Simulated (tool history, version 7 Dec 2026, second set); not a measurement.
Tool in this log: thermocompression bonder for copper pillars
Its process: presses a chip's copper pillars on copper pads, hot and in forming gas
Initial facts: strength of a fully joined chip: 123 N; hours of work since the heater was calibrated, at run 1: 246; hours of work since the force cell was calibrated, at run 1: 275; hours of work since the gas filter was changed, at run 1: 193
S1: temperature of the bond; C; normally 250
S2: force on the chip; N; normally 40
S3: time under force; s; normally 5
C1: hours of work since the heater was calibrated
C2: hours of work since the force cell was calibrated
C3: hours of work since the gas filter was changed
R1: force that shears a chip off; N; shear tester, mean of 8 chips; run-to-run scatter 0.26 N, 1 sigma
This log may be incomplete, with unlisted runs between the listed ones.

{"run": 1, "hour": 0.0, "S1": 250, "S2": 40, "S3": 5, "C1": 246, "C2": 275, "C3": 193, "R1": 72.7}
{"run": 2, "hour": 7.7, "S1": 250, "S2": 40, "S3": 5, "C1": 250, "C2": 278, "C3": 197, "R1": 72.6}
{"run": 3, "hour": 19.7, "S1": 250, "S2": 40, "S3": 5, "C1": 255, "C2": 284, "C3": 202, "R1": 73.1}
{"hour": 26.7, "done": "forming gas filter changed"}
{"run": 4, "hour": 31.6, "S1": 267, "S2": 40, "S3": 5, "C1": 260, "C2": 289, "C3": 2, "R1": 87.8}
{"run": 5, "hour": 38.3, "S1": 267, "S2": 40, "S3": 5, "C1": 263, "C2": 292, "C3": 5, "R1": 87.5}
{"run": 6, "hour": 51.6, "S1": 267, "S2": 39, "S3": 5, "C1": 269, "C2": 298, "C3": 11, "R1": 86.8}
{"run": 7, "hour": 58.1, "S1": 250, "S2": 40, "S3": 5, "C1": 272, "C2": 301, "C3": 14, "R1": 73.8}
{"run": 8, "hour": 69.1, "S1": 250, "S2": 40, "S3": 3, "C1": 277, "C2": 306, "C3": 19, "R1": 62.4}
{"run": 9, "hour": 80.6, "S1": 250, "S2": 43, "S3": 4, "C1": 283, "C2": 311, "C3": 25, "R1": 71.4}
{"run": 10, "hour": 92.2, "S1": 270, "S2": 43, "S3": 4, "C1": 288, "C2": 317, "C3": 30, "R1": 88.6}
{"run": 11, "hour": 106.0, "S1": 271, "S2": 40, "S3": 9, "C1": 294, "C2": 323, "C3": 36, "R1": 103.7}
{"run": 12, "hour": 118.4, "S1": 258, "S2": 31, "S3": 3, "C1": 300, "C2": 329, "C3": 42, "R1": 58.9}
{"run": 13, "hour": 133.8, "S1": 249, "S2": 41, "S3": 12, "C1": 307, "C2": 336, "C3": 49, "R1": 94.1}
{"run": 14, "hour": 148.5, "S1": 249, "S2": 41, "S3": 12, "C1": 314, "C2": 342, "C3": 56, "R1": 93.7}
{"run": 15, "hour": 155.2, "S1": 249, "S2": 41, "S3": 12, "C1": 317, "C2": 345, "C3": 59, "R1": 94.1}

Alternative continuations, all from the tool just after run 15; predict every row:
{"hour": 164.2, "done": "gauge calibrated"}
{"run": "A", "hour": 167.1, "S1": 263, "S2": 43, "S3": 6, "C1": 322, "C2": 351, "C3": 64, "R1": "?"}
{"hour": 164.2, "done": "gauge calibrated"}
{"run": "B", "hour": 167.1, "S1": 249, "S2": 39, "S3": 8, "C1": 322, "C2": 351, "C3": 64, "R1": "?"}
{"hour": 164.2, "done": "gauge calibrated"}
{"run": "C", "hour": 167.1, "S1": 238, "S2": 35, "S3": 12, "C1": 322, "C2": 351, "C3": 64, "R1": "?"}
{"hour": 164.2, "done": "gauge calibrated"}
{"run": "D", "hour": 167.1, "S1": 225, "S2": 40, "S3": 12, "C1": 322, "C2": 351, "C3": 64, "R1": "?"}
{"hour": 164.2, "done": "gauge calibrated"}
{"run": "E", "hour": 167.1, "S1": 230, "S2": 42, "S3": 5, "C1": 322, "C2": 351, "C3": 64, "R1": "?"}

run=A R1=90.8
run=B R1=81.4
run=C R1=76.6
run=D R1=70.0
run=E R1=58.0
What these runs would have given with no unlogged condition in the tool:
run=A R1=90.8
run=B R1=81.4
run=C R1=76.7
run=D R1=70.0
run=E R1=58.0
